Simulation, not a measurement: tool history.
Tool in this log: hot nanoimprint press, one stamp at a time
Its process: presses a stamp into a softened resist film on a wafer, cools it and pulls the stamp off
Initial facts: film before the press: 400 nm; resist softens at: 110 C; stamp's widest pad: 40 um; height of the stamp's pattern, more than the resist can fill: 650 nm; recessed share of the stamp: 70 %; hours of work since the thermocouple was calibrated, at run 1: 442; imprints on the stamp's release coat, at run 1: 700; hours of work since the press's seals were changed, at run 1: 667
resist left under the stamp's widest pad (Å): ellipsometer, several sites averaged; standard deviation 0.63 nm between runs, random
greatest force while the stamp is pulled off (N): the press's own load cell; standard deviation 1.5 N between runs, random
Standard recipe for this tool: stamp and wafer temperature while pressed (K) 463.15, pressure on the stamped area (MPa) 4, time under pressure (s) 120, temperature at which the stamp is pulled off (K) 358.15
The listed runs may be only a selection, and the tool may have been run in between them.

| run | hour | stamp and wafer temperature while pressed (K) | pressure on the stamped area (MPa) | time under pressure (s) | temperature at which the stamp is pulled off (K) | hours of work since the thermocouple was calibrated | imprints on the stamp's release coat | hours of work since the press's seals were changed | resist left under the stamp's widest pad (Å) | greatest force while the stamp is pulled off (N) |
|---|---|---|---|---|---|---|---|---|---|---|
| 1 | 0 | 463.15 | 4 | 120 | 358.15 | 442 | 700 | 667 | 2286 | 131 |
| 2 | 44.1 | 463.15 | 4 | 120 | 358.15 | 462 | 763 | 687 | 2306 | 135 |
| 3 | 87.2 | 463.15 | 4 | 120 | 358.15 | 481 | 825 | 707 | 2303 | 131 |
|  | 110 | plate thermocouple calibrated |
|  | 126.5 | stamp cleaned and given a new release coat |
| 4 | 144.5 | 463.15 | 3.37 | 120 | 358.15 | 13 | 26 | 729 | 2457 | 131 |
| 5 | 179.3 | 463.15 | 3.37 | 120 | 358.15 | 29 | 75 | 745 | 2468 | 131 |
| 6 | 218.2 | 463.15 | 3.37 | 120 | 358.15 | 47 | 131 | 763 | 2481 | 130 |
| 7 | 240.5 | 463.15 | 5.86 | 120 | 358.15 | 57 | 163 | 773 | 2006 | 131 |
| 8 | 287.4 | 463.15 | 5.86 | 120 | 358.15 | 78 | 230 | 794 | 2013 | 130 |
| 9 | 337.6 | 463.15 | 5.86 | 120 | 358.15 | 101 | 301 | 817 | 2019 | 131 |
| 10 | 380.1 | 463.15 | 4 | 120 | 358.15 | 121 | 362 | 837 | 2353 | 130 |
| 11 | 417.7 | 463.15 | 4 | 120 | 358.15 | 138 | 416 | 854 | 2350 | 132 |
|  | 445.6 | gauge calibrated |
| 12 | 453.3 | 455.15 | 4.5 | 76 | 360.15 | 154 | 466 | 870 | 2952 | 130 |
| 13 | 479.3 | 455.15 | 3.92 | 76 | 360.15 | 166 | 504 | 882 | 3066 | 127 |
| 14 | 529.1 | 455.15 | 3.92 | 76 | 360.15 | 189 | 575 | 905 | 3070 | 128 |
| 15 | 565.4 | 455.15 | 3.96 | 76 | 357.15 | 205 | 626 | 921 | 3074 | 135 |
| 16 | 588.6 | 455.15 | 3.96 | 76 | 357.15 | 216 | 660 | 932 | 3079 | 134 |
| 17 | 609.2 | 455.15 | 2.83 | 76 | 357.15 | 225 | 689 | 941 | 3310 | 133 |
| 18 | 641.3 | 464.15 | 4 | 120 | 361.15 | 240 | 735 | 956 | 2264 | 129 |
| 19 | 669.5 | 464.15 | 4 | 95 | 361.15 | 253 | 775 | 969 | 2456 | 125 |

4 options for the next run, each taken on its own from the tool as it stands now. Forecast them:
| A | 697.8 | 463.15 | 4 | 141 | 359.15 | 266 | 815 | 982 | ? | ? |
| B | 697.8 | 469.15 | 4.37 | 136 | 358.15 | 266 | 815 | 982 | ? | ? |
| C | 697.8 | 463.15 | 3.22 | 95 | 361.15 | 266 | 815 | 982 | ? | ? |
| D | 697.8 | 459.15 | 4 | 106 | 361.15 | 266 | 815 | 982 | ? | ? |

| run | resist left under the stamp's widest pad (Å) | greatest force while the stamp is pulled off (N) |
|---|---|---|
| A | 2206 | 130 |
| B | 1866 | 132 |
| C | 2690 | 129 |
| D | 2657 | 130 |
With no hidden state in the tool, these same runs would have given:
| run | resist left under the stamp's widest pad (Å) | greatest force while the stamp is pulled off (N) |
|---|---|---|
| A | 2172 | 129 |
| B | 1837 | 132 |
| C | 2649 | 128 |
| D | 2616 | 129 |
